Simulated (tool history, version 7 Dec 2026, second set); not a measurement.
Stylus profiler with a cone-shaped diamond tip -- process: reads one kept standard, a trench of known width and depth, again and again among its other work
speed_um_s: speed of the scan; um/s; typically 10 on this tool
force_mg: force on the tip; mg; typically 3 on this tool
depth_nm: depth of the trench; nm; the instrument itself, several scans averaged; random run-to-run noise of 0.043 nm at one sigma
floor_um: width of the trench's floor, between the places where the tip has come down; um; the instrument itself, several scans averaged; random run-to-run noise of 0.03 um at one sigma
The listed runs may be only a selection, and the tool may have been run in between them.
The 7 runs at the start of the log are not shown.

{"run": 8, "hour": 218.8, "speed_um_s": 10, "force_mg": 3, "depth_nm": 510.09, "floor_um": 47.11}
{"run": 9, "hour": 254.4, "speed_um_s": 12, "force_mg": 3, "depth_nm": 510.13, "floor_um": 47.06}
{"run": 10, "hour": 303.5, "speed_um_s": 12, "force_mg": 3, "depth_nm": 510.07, "floor_um": 47.03}
{"run": 11, "hour": 326.5, "speed_um_s": 12, "force_mg": 3, "depth_nm": 510.08, "floor_um": 47.07}
{"run": 12, "hour": 349.1, "speed_um_s": 12, "force_mg": 3, "depth_nm": 510.15, "floor_um": 47.05}
{"run": 13, "hour": 370.6, "speed_um_s": 10, "force_mg": 3, "depth_nm": 510.22, "floor_um": 47.04}
{"run": 14, "hour": 413.4, "speed_um_s": 10, "force_mg": 3, "depth_nm": 510.08, "floor_um": 47.05}
{"run": 15, "hour": 438.5, "speed_um_s": 10, "force_mg": 3, "depth_nm": 510.22, "floor_um": 47.04}
{"run": 16, "hour": 465.9, "speed_um_s": 10, "force_mg": 1.57, "depth_nm": 506.74, "floor_um": 46.96}
{"run": 17, "hour": 515.0, "speed_um_s": 10, "force_mg": 3, "depth_nm": 510.24, "floor_um": 47.05}
{"run": 18, "hour": 544.2, "speed_um_s": 10, "force_mg": 3, "depth_nm": 510.27, "floor_um": 47.04}
{"run": 19, "hour": 570.1, "speed_um_s": 10, "force_mg": 3, "depth_nm": 510.22, "floor_um": 47.05}
{"run": 20, "hour": 596.4, "speed_um_s": 10, "force_mg": 2.46, "depth_nm": 508.98, "floor_um": 47.05}
{"run": 21, "hour": 640.1, "speed_um_s": 10, "force_mg": 2.46, "depth_nm": 509.04, "floor_um": 47.05}
{"run": 22, "hour": 678.0, "speed_um_s": 10, "force_mg": 2.46, "depth_nm": 509.09, "floor_um": 46.94}
{"run": 23, "hour": 703.2, "speed_um_s": 10, "force_mg": 1.85, "depth_nm": 507.63, "floor_um": 46.97}
{"run": 24, "hour": 751.5, "speed_um_s": 10, "force_mg": 6.89, "depth_nm": 517.53, "floor_um": 46.94}
{"run": 25, "hour": 775.1, "speed_um_s": 3, "force_mg": 3, "depth_nm": 510.33, "floor_um": 46.91}
{"run": 26, "hour": 801.9, "speed_um_s": 3, "force_mg": 3, "depth_nm": 510.35, "floor_um": 46.96}
{"run": 27, "hour": 831.5, "speed_um_s": 23, "force_mg": 3.3, "depth_nm": 510.97, "floor_um": 46.96}
{"run": 28, "hour": 875.7, "speed_um_s": 25, "force_mg": 1.63, "depth_nm": 507.08, "floor_um": 46.92}
{"run": 29, "hour": 912.6, "speed_um_s": 18, "force_mg": 1.78, "depth_nm": 507.46, "floor_um": 46.91}
{"run": 30, "hour": 954.8, "speed_um_s": 9, "force_mg": 3.21, "depth_nm": 510.82, "floor_um": 46.9}
{"run": 31, "hour": 975.4, "speed_um_s": 9, "force_mg": 3.21, "depth_nm": 510.8, "floor_um": 46.94}
{"hour": 1009.5, "done": "height scale calibrated on a step standard"}
{"run": 32, "hour": 1022.0, "speed_um_s": 3, "force_mg": 2.41, "depth_nm": 508.51, "floor_um": 46.94}

For run 33, what comes out?
{"run": 33, "hour": 1043.2, "speed_um_s": 7, "force_mg": 1.51, "depth_nm": "?", "floor_um": "?"}

Run 33 produced depth_nm 506.24 nm, floor_um 46.94 um.
Minus the tool's unlogged condition, the same run would have read depth_nm 506.17 nm, floor_um 47.36 um.
